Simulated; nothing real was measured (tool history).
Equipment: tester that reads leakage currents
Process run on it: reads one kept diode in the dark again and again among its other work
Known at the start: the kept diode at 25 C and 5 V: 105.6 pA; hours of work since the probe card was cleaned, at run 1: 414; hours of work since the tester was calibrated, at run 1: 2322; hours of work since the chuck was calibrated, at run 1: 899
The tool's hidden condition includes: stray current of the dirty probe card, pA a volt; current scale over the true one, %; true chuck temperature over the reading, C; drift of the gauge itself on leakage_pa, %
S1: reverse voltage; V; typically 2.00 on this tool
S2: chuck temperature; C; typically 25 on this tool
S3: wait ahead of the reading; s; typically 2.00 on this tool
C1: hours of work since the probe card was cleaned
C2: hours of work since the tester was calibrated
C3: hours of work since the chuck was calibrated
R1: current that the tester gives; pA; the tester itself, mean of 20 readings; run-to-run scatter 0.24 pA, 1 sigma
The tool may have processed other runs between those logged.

run    hour    S1  S2    S3    C1    C2    C3      R1
  1     0.0  2.00  25  2.00   414  2322   899   78.15
  2   235.2  2.00  25  0.96   572  2481  1058   78.37
  3   349.5  2.00  25  0.96   650  2558  1135   78.27
      447.3  -- chuck's temperature calibrated
  4   461.7  2.00  25  2.00   724  2633    10   78.32
  5   683.5  1.19  25  2.00   874  2782   159   65.97
  6   851.2  2.00  25  2.00   987  2895   273   78.39
  7  1029.1  2.00  25  2.00  1107  3016   393   78.49
  8  1185.5  2.00  25  1.13  1213  3121   498   78.74
  9  1389.0  2.00  25  1.13  1350  3259   636   78.01
 10  1602.8  2.00  25  1.13  1494  3403   780   78.17
 11  1787.2  2.00  25  1.13  1619  3527   905   78.47
 12  1930.5  2.00  25  1.13  1716  3624  1001   78.53
 13  2163.3  2.00  25  1.13  1873  3781  1159   78.21
     2219.4  -- chuck's temperature calibrated
 14  2319.8  2.00  25  2.00  1977  3886    68   78.21
 15  2452.7  2.00  46  2.00  2067  3975   157  336.39
 16  2619.3  2.00  46  2.00  2179  4088   270  336.48
 17  2743.8  2.00  29  2.00  2263  4172   354  104.56
 18  2970.6  2.00  29  2.00  2416  4325   507  104.93
     2990.4  -- tester calibrated
 19  3226.5  2.00  29  2.00  2588   159   679  105.11
 20  3335.6  2.00  57  2.00  2661   233   752  672.88
 21  3469.1  9.86  25  2.00  2752   323   842  133.04
 22  3610.3  9.86  25  2.00  2847   418   938  132.82
 23  3768.7  2.00  21  3.88  2954   525  1045   57.84
 24  3951.0  7.58  47  0.54  3077   649  1168  559.90
     4011.9  -- chuck's temperature calibrated
 25  4212.5  7.58  47  0.54  3252   824   135  561.28
 26  4459.7  2.00  25  9.83  3419   991   302   78.26
     4578.2  -- probe card cleaned and baked
 27  4578.5  2.00  25  8.36     0  1069   381   77.94
 28  4830.6  1.54  26  0.34   170  1239   551   77.97
 29  4967.9  1.79  27  0.92   263  1332   643   87.52
 30  5185.4  1.08  45  0.54   410  1479   790  256.69
 31  5362.9  1.08  45  0.54   530  1598   910  257.35
 32  5597.8  1.43  28  1.76   688  1757  1069   87.37
 33  5721.3  1.43  24  0.36   772  1840  1152   65.30
     5790.8  -- chuck's temperature calibrated
 34  5859.6  1.43  24  0.36   864  1932    46   65.69
 35  6044.2  7.72  52  2.61   988  2057   171  773.61
 36  6241.1  7.72  52  2.61  1121  2190   304  771.80
 37  6359.4  2.84  59  0.31  1201  2270   384  851.49

Here are 3 independent what-if runs from the current tool condition. What would each one return?
  A  6583.1  2.00  25  4.63  1352  2421  535   ?
  B  6583.1  1.04  45  1.42  1352  2421  535   ?
  C  6583.1  2.84  53  0.62  1352  2421  535   ?

run      R1
  A   78.26
  B  254.94
  C  589.45
Without the tool's unlogged condition, the same runs would have read:
run      R1
  A   78.29
  B  255.03
  C  589.64
